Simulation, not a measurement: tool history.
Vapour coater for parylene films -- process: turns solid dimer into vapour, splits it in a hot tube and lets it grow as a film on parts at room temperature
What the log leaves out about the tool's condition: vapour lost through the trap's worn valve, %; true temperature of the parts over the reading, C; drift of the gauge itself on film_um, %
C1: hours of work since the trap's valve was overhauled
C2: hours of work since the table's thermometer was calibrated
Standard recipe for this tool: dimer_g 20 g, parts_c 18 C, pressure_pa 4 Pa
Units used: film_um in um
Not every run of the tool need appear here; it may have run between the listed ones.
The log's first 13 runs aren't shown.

{"run": 14, "day": 6.012, "dimer_g": 14, "parts_c": 13, "pressure_pa": 4, "C1": 265, "C2": 299, "film_um": 3.57}
{"run": 15, "day": 6.533, "dimer_g": 35, "parts_c": 13, "pressure_pa": 4, "C1": 274, "C2": 308, "film_um": 8.96}
{"run": 16, "day": 7.117, "dimer_g": 20, "parts_c": 18, "pressure_pa": 4, "C1": 284, "C2": 318, "film_um": 4.15}
{"run": 17, "day": 7.704, "dimer_g": 18, "parts_c": 18, "pressure_pa": 4, "C1": 295, "C2": 328, "film_um": 3.7}
{"run": 18, "day": 8.088, "dimer_g": 18, "parts_c": 18, "pressure_pa": 4, "C1": 301, "C2": 335, "film_um": 3.71}
{"run": 19, "day": 8.642, "dimer_g": 18, "parts_c": 28, "pressure_pa": 2.74, "C1": 311, "C2": 345, "film_um": 2.52}
{"run": 20, "day": 9.054, "dimer_g": 8, "parts_c": 16, "pressure_pa": 3.01, "C1": 318, "C2": 352, "film_um": 1.86}
{"run": 21, "day": 9.588, "dimer_g": 8, "parts_c": 16, "pressure_pa": 3.01, "C1": 328, "C2": 362, "film_um": 1.86}
{"run": 22, "day": 10.217, "dimer_g": 32, "parts_c": 26, "pressure_pa": 3.65, "C1": 339, "C2": 373, "film_um": 4.71}
{"run": 23, "day": 10.696, "dimer_g": 20, "parts_c": 13, "pressure_pa": 3.97, "C1": 347, "C2": 381, "film_um": 5.05}
{"run": 24, "day": 11.346, "dimer_g": 32, "parts_c": 18, "pressure_pa": 10.88, "C1": 359, "C2": 393, "film_um": 5.99}
{"run": 25, "day": 11.779, "dimer_g": 32, "parts_c": 18, "pressure_pa": 10.88, "C1": 366, "C2": 400, "film_um": 5.93}
{"run": 26, "day": 12.092, "dimer_g": 32, "parts_c": 18, "pressure_pa": 10.88, "C1": 372, "C2": 406, "film_um": 5.93}
{"run": 27, "day": 12.554, "dimer_g": 20, "parts_c": 22, "pressure_pa": 3.26, "C1": 380, "C2": 414, "film_um": 3.53}
{"run": 28, "day": 13.071, "dimer_g": 20, "parts_c": 21, "pressure_pa": 2.58, "C1": 389, "C2": 423, "film_um": 3.74}
{"day": 13.575, "done": "trap's valve overhauled"}
{"run": 29, "day": 13.888, "dimer_g": 20, "parts_c": 25, "pressure_pa": 4, "C1": 5, "C2": 434, "film_um": 3}
{"day": 14.233, "done": "gauge calibrated"}
{"run": 30, "day": 14.467, "dimer_g": 20, "parts_c": 19, "pressure_pa": 5.93, "C1": 16, "C2": 445, "film_um": 3.85}
{"run": 31, "day": 15.004, "dimer_g": 15, "parts_c": 16, "pressure_pa": 5.91, "C1": 25, "C2": 454, "film_um": 3.27}
{"run": 32, "day": 15.312, "dimer_g": 15, "parts_c": 16, "pressure_pa": 5.91, "C1": 31, "C2": 459, "film_um": 3.28}
{"run": 33, "day": 15.654, "dimer_g": 11, "parts_c": 19, "pressure_pa": 6.22, "C1": 37, "C2": 465, "film_um": 2.12}

Here are 4 independent what-if runs from the current tool condition. What would each one return?
{"run": "A", "day": 15.958, "dimer_g": 23, "parts_c": 19, "pressure_pa": 2.7, "C1": 42, "C2": 471, "film_um": "?"}
{"run": "B", "day": 15.958, "dimer_g": 11, "parts_c": 18, "pressure_pa": 10.9, "C1": 42, "C2": 471, "film_um": "?"}
{"run": "C", "day": 15.958, "dimer_g": 26, "parts_c": 23, "pressure_pa": 2.55, "C1": 42, "C2": 471, "film_um": "?"}
{"run": "D", "day": 15.958, "dimer_g": 33, "parts_c": 14, "pressure_pa": 3.85, "C1": 42, "C2": 471, "film_um": "?"}

run=A film_um=4.74
run=B film_um=2.1
run=C film_um=4.58
run=D film_um=8.16
Had the tool no hidden state, the same runs would have come out as:
run=A film_um=4.75
run=B film_um=2.11
run=C film_um=4.6
run=D film_um=8.18
